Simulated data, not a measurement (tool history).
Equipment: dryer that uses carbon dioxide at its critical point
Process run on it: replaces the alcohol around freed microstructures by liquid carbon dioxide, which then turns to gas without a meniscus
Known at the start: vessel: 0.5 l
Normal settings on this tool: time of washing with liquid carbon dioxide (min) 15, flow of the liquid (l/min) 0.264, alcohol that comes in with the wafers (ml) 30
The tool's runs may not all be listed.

run	hour	time of washing with liquid carbon dioxide (min)	flow of the liquid (l/min)	alcohol that comes in with the wafers (ml)	alcohol left in the vessel before it's heated (ppm by volume)
1	0.0	15	0.264	30	268
2	13.1	15	0.264	30	255
3	27.4	15	0.264	30	281
4	53.4	15	0.264	30	285
5	71.6	15	0.264	30	283
6	93.3	15	0.264	30	295
7	117.1	15	0.264	30	309
8	135.3	15	0.264	30	307
9	159.7	18	0.264	30	162
10	184.7	18	0.264	30	164
11	205.4	18	0.264	30	164
12	221.7	12	0.264	30	873
13	244.7	12	0.264	30	886
14	259.3	17	0.264	25	193
15	273.5	19	0.350	30	97
16	292.0	19	0.350	30	83
17	318.8	11	0.439	92	400
18	331.9	11	0.278	92	3423
19	345.1	11	0.278	92	3417
20	365.9	16	0.285	40	292
21	384.7	15	0.272	102	1094

What if the next run were any one of these 5? Each begins from the tool's condition after run 21:
A	402.8	15	0.185	80	?
B	402.8	15	0.272	63	?
C	402.8	15	0.401	65	?
D	402.8	18	0.264	71	?
E	402.8	10	0.264	30	?

run	alcohol left in the vessel before it's heated (ppm by volume)
A	4476
B	718
C	148
D	401
E	2057
Without the tool's hidden state the same runs would have given:
run	alcohol left in the vessel before it's heated (ppm by volume)
A	2285
B	242
C	21
D	111
E	1070
